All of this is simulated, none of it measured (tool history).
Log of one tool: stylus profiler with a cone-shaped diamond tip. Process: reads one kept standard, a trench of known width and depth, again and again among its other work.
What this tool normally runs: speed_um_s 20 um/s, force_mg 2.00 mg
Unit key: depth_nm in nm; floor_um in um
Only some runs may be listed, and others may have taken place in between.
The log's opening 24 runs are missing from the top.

run,hour,speed_um_s,force_mg,depth_nm,floor_um
25,266.2,8,3.29,508.81,94.73
26,274.9,8,3.29,509.05,94.77
27,284.4,14,5.31,512.06,94.71
28,296.1,15,1.92,506.71,94.61
29,308.1,15,1.92,506.63,94.63
30,320.9,15,1.92,506.77,94.64
31,335.7,15,1.24,505.29,94.67
32,348.9,15,1.24,505.55,94.57
33,360.7,61,1.31,505.75,94.29
34,374.1,9,2.14,507.09,94.57
35,385.9,20,1.85,506.71,94.49
36,402.1,20,1.85,506.83,94.55
37,418.1,69,5.47,512.42,94.44
38,424.9,25,2.00,507.25,94.45
39,433.7,25,2.00,507.04,94.42
40,446.2,13,1.04,505.20,94.53
41,459.1,13,1.04,505.26,94.52
42,472.5,7,0.67,504.49,94.47
43,485.5,22,2.00,507.44,94.35

Branching from run 43: 3 alternative next runs. What would each branch give?
A,497.5,34,1.75,?,?
B,497.5,24,3.41,?,?
C,497.5,19,2.00,?,?

run,depth_nm,floor_um
A,506.83,94.35
B,509.71,94.48
C,507.17,94.44
Stripped of hidden state, with their random variation kept, the same runs would have yielded:
run,depth_nm,floor_um
A,505.16,95.48
B,508.03,95.61
C,505.49,95.57

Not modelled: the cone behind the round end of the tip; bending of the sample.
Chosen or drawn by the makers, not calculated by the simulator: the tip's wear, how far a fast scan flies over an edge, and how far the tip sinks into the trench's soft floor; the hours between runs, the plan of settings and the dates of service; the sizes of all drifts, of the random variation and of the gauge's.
